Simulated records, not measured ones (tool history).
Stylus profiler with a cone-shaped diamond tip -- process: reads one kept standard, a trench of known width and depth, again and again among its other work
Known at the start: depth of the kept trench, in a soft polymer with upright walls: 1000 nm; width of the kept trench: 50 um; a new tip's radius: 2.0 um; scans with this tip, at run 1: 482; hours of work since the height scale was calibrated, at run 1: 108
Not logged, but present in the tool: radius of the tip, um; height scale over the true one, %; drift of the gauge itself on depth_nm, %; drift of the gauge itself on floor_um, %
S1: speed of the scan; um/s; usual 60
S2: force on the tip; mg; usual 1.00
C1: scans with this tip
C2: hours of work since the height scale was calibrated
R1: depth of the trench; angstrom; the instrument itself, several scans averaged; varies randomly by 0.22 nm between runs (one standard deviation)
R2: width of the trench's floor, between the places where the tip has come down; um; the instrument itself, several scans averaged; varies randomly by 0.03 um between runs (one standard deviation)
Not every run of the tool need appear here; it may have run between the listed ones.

run	hour	S1	S2	C1	C2	R1	R2
1	0.0	60	1.00	482	108	10038.3	46.23
2	17.9	60	1.00	535	120	10041.4	46.27
3	28.9	60	1.00	568	127	10045.0	46.24
4	52.6	60	1.00	638	143	10040.9	46.26
5	78.5	60	1.00	715	160	10043.8	46.22
6	93.3	60	2.83	759	170	10083.0	46.32
7	104.4	61	1.00	791	177	10042.2	46.21
8	131.4	61	1.00	871	195	10045.8	46.11
9	144.7	60	0.63	911	204	10029.3	46.11
10	169.5	60	0.63	984	221	10032.8	46.14
11	193.8	17	0.58	1056	237	10036.6	46.31
12	209.7	17	0.58	1103	247	10032.1	46.27
13	234.3	17	0.58	1176	264	10037.2	46.25
14	255.2	17	0.58	1238	278	10033.0	46.32
15	280.4	17	1.00	1313	294	10047.3	46.30
16	300.3	24	0.56	1372	308	10034.6	46.21
17	312.7	99	2.07	1409	316	10074.1	46.15
18	336.9	20	0.53	1480	332	10035.2	46.22
19	351.0	31	1.00	1522	341	10051.6	46.27

A few steps of R1 between consecutive runs. Split each: what settings, incoming material and random variation would produce without the hidden state, and what is left over for the hidden state, along with gauge scatter present in only one of the two compared results (measured, and without hidden state):
Run 6 -> 7: S1 60 -> 61, S2 2.83 -> 1.00. R1 -40.8 angstrom: hidden state +0.2, all else -41.0.
Run 9 -> 10: settings left as they were, no log entry in between. R1 +3.5 angstrom: hidden state +0.6, all else +2.9.

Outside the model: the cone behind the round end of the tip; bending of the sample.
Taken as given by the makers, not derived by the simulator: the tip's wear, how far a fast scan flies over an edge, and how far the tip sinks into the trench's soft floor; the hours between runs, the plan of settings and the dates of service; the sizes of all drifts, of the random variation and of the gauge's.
